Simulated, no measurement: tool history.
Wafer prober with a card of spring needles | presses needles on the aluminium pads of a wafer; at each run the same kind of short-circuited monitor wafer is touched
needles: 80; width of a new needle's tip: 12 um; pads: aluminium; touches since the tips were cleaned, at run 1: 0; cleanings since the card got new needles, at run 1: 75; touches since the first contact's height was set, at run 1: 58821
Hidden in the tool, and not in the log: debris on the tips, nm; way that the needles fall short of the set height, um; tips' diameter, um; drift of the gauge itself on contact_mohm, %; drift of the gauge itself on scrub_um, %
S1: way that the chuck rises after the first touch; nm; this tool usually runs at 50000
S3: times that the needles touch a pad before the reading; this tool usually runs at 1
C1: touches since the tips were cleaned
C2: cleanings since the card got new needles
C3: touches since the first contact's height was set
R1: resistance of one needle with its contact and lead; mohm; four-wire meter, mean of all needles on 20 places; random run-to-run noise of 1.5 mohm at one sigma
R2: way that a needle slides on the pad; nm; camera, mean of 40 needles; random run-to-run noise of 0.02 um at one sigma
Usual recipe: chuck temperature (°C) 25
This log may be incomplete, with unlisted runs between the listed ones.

{"run": 1, "hour": 0.0, "S1": 50000, "chuck temperature (°C)": 25, "S3": 1, "C1": 0, "C2": 75, "C3": 58821, "R1": 158, "R2": 8910}
{"hour": 29.2, "done": "tips cleaned on abrasive film"}
{"hour": 58.5, "done": "tips cleaned on abrasive film"}
{"run": 2, "hour": 58.5, "S1": 42000, "chuck temperature (°C)": 25, "S3": 1, "C1": 0, "C2": 77, "C3": 71278, "R1": 159, "R2": 7440}
{"hour": 87.0, "done": "tips cleaned on abrasive film"}
{"run": 3, "hour": 110.6, "S1": 42000, "chuck temperature (°C)": 25, "S3": 1, "C1": 5037, "C2": 78, "C3": 82392, "R1": 377, "R2": 7360}
{"hour": 117.2, "done": "tips cleaned on abrasive film"}
{"hour": 149.4, "done": "tips cleaned on abrasive film"}
{"run": 4, "hour": 174.8, "S1": 50000, "chuck temperature (°C)": 25, "S3": 1, "C1": 5445, "C2": 80, "C3": 96078, "R1": 318, "R2": 8850}
{"hour": 179.9, "done": "tips cleaned on abrasive film"}
{"hour": 208.9, "done": "tips cleaned on abrasive film"}
{"run": 5, "hour": 224.7, "S1": 50000, "chuck temperature (°C)": 25, "S3": 1, "C1": 3372, "C2": 82, "C3": 106682, "R1": 289, "R2": 8860}
{"hour": 238.9, "done": "tips cleaned on abrasive film"}
{"run": 6, "hour": 261.0, "S1": 50000, "chuck temperature (°C)": 25, "S3": 3, "C1": 4717, "C2": 83, "C3": 114424, "R1": 205, "R2": 8780}
{"hour": 268.0, "done": "tips cleaned on abrasive film"}
{"hour": 299.1, "done": "tips cleaned on abrasive film"}
{"run": 7, "hour": 302.9, "S1": 50000, "chuck temperature (°C)": 25, "S3": 3, "C1": 800, "C2": 85, "C3": 123335, "R1": 165, "R2": 8770}
{"hour": 327.1, "done": "tips cleaned on abrasive film"}
{"run": 8, "hour": 352.0, "S1": 50000, "chuck temperature (°C)": 25, "S3": 3, "C1": 5303, "C2": 86, "C3": 133803, "R1": 213, "R2": 8720}
{"hour": 356.1, "done": "tips cleaned on abrasive film"}
{"run": 9, "hour": 383.6, "S1": 50000, "chuck temperature (°C)": 25, "S3": 3, "C1": 5889, "C2": 87, "C3": 140551, "R1": 208, "R2": 8740}
{"hour": 387.3, "done": "tips cleaned on abrasive film"}
{"hour": 416.6, "done": "tips cleaned on abrasive film"}
{"hour": 447.7, "done": "tips cleaned on abrasive film"}
{"run": 10, "hour": 451.5, "S1": 50000, "chuck temperature (°C)": 25, "S3": 3, "C1": 797, "C2": 90, "C3": 154983, "R1": 166, "R2": 8690}
{"hour": 476.9, "done": "tips cleaned on abrasive film"}
{"hour": 505.5, "done": "tips cleaned on abrasive film"}
{"run": 11, "hour": 520.8, "S1": 50000, "chuck temperature (°C)": 25, "S3": 1, "C1": 3265, "C2": 92, "C3": 169751, "R1": 277, "R2": 8720}
{"hour": 535.2, "done": "tips cleaned on abrasive film"}
{"run": 12, "hour": 551.5, "S1": 50000, "chuck temperature (°C)": 25, "S3": 1, "C1": 3475, "C2": 93, "C3": 176290, "R1": 294, "R2": 8620}
{"hour": 565.0, "done": "tips cleaned on abrasive film"}
{"hour": 594.7, "done": "tips cleaned on abrasive film"}
{"run": 13, "hour": 596.4, "S1": 50000, "chuck temperature (°C)": 25, "S3": 1, "C1": 378, "C2": 95, "C3": 185861, "R1": 179, "R2": 8660}
{"hour": 623.8, "done": "tips cleaned on abrasive film"}
{"hour": 651.8, "done": "tips cleaned on abrasive film"}
{"run": 14, "hour": 651.8, "S1": 50000, "chuck temperature (°C)": 25, "S3": 1, "C1": 0, "C2": 97, "C3": 197651, "R1": 160, "R2": 8620}
{"hour": 682.7, "done": "tips cleaned on abrasive film"}
{"hour": 710.8, "done": "tips cleaned on abrasive film"}
{"hour": 714.7, "done": "height of the first contact set anew"}
{"run": 15, "hour": 718.4, "S1": 50000, "chuck temperature (°C)": 25, "S3": 1, "C1": 1575, "C2": 99, "C3": 796, "R1": 235, "R2": 9030}
{"hour": 739.1, "done": "tips cleaned on abrasive film"}
{"hour": 767.7, "done": "tips cleaned on abrasive film"}
{"run": 16, "hour": 780.2, "S1": 50000, "chuck temperature (°C)": 25, "S3": 1, "C1": 2662, "C2": 101, "C3": 13943, "R1": 267, "R2": 8970}
{"hour": 796.8, "done": "tips cleaned on abrasive film"}
{"hour": 825.1, "done": "tips cleaned on abrasive film"}
{"run": 17, "hour": 825.1, "S1": 44000, "chuck temperature (°C)": 25, "S3": 1, "C1": 0, "C2": 103, "C3": 23501, "R1": 174, "R2": 7900}
{"hour": 855.9, "done": "tips cleaned on abrasive film"}
{"run": 18, "hour": 861.1, "S1": 44000, "chuck temperature (°C)": 25, "S3": 1, "C1": 1124, "C2": 104, "C3": 31179, "R1": 224, "R2": 7900}
{"hour": 884.1, "done": "tips cleaned on abrasive film"}
{"run": 19, "hour": 907.8, "S1": 44000, "chuck temperature (°C)": 25, "S3": 1, "C1": 5072, "C2": 105, "C3": 41142, "R1": 373, "R2": 7860}

Run 20 is up next; what results do you expect?
{"hour": 913.7, "done": "tips cleaned on abrasive film"}
{"hour": 945.3, "done": "tips cleaned on abrasive film"}
{"run": 20, "hour": 954.7, "S1": 44000, "chuck temperature (°C)": 44, "S3": 2, "C1": 2013, "C2": 107, "C3": 51118, "R1": "?", "R2": "?"}

Run 20 produced R1 230 mohm, R2 7840 nm.
Minus the tool's unlogged condition, the same run would have read R1 145 mohm, R2 7960 nm.

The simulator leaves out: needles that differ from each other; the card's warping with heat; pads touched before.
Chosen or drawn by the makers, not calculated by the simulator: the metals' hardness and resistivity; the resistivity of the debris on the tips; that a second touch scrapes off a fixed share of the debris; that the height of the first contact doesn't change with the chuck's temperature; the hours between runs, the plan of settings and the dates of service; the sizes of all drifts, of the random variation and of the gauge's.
